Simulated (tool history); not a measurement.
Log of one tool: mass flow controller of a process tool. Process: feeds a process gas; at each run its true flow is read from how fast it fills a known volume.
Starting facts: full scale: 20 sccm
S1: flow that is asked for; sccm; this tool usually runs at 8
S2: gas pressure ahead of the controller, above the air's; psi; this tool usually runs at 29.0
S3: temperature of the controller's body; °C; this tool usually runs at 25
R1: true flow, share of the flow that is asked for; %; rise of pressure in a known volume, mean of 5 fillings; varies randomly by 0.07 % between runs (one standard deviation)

run   hour  S1    S2  S3     R1
  1    0.0   8  29.0  25  99.26
  2   58.4   8  29.0  25  99.45
  3  101.0   8  29.0  25  99.35
  4  168.9   8  29.0  25  99.35
  5  203.4   8  29.0  25  99.35
  6  267.2   4  29.0  38  99.70
  7  324.0   4  29.0  32  99.39
  8  378.8   4  29.0  32  99.59
  9  454.9   8  28.7  35  99.97
 10  514.5   8  28.7  20  99.29

Difference, measured minus no-hidden-state, one row per run. Run-to-run variation is common to both terms; the gauge's own scatter need not be:
Unlogged tool condition in this case: flow at rest that the sensor doesn't see, % of full scale; true flow over the shown one, %; drift of the gauge itself on true_pct, %.
run     R1
  1  +0.00
  2  +0.04
  3  +0.07
  4  +0.12
  5  +0.14
  6  +0.19
  7  +0.23
  8  +0.27
  9  +0.32
 10  +0.36
